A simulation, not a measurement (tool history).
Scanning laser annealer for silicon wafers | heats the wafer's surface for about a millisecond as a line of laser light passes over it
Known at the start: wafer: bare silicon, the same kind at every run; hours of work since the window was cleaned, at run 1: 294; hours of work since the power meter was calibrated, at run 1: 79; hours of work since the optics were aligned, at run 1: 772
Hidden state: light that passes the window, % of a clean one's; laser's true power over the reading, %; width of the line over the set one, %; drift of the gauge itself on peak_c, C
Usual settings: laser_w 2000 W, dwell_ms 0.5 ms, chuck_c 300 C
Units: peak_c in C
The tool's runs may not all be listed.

run,hour,laser_w,dwell_ms,chuck_c,hours of work since the window was cleaned,hours of work since the power meter was calibrated,hours of work since the optics were aligned,peak_c
1,0,2000,0.5,300,294,79,772,1064
2,30.2,2000,0.5,300,308,93,787,1066
3,53.5,2119,0.5,300,320,105,798,1104
# hour 68.3: optics aligned, line set to its width
4,89.4,2119,0.5,300,334,120,10,1119
5,120.6,2000,0.5,315,349,135,25,1089
6,147.8,2118,0.398,276,363,148,38,998
7,165.9,2000,0.5,276,371,156,47,1047
8,191.2,1713,0.5,288,384,169,59,950
9,218.3,2110,0.498,302,397,182,72,1109

Run 10 comes next. What will it give?
10,237.9,2109,0.385,268,406,191,82,?

{"run 10": {"peak_c": 966}}
Without the tool's hidden state the same run would have given peak_c 996 C.
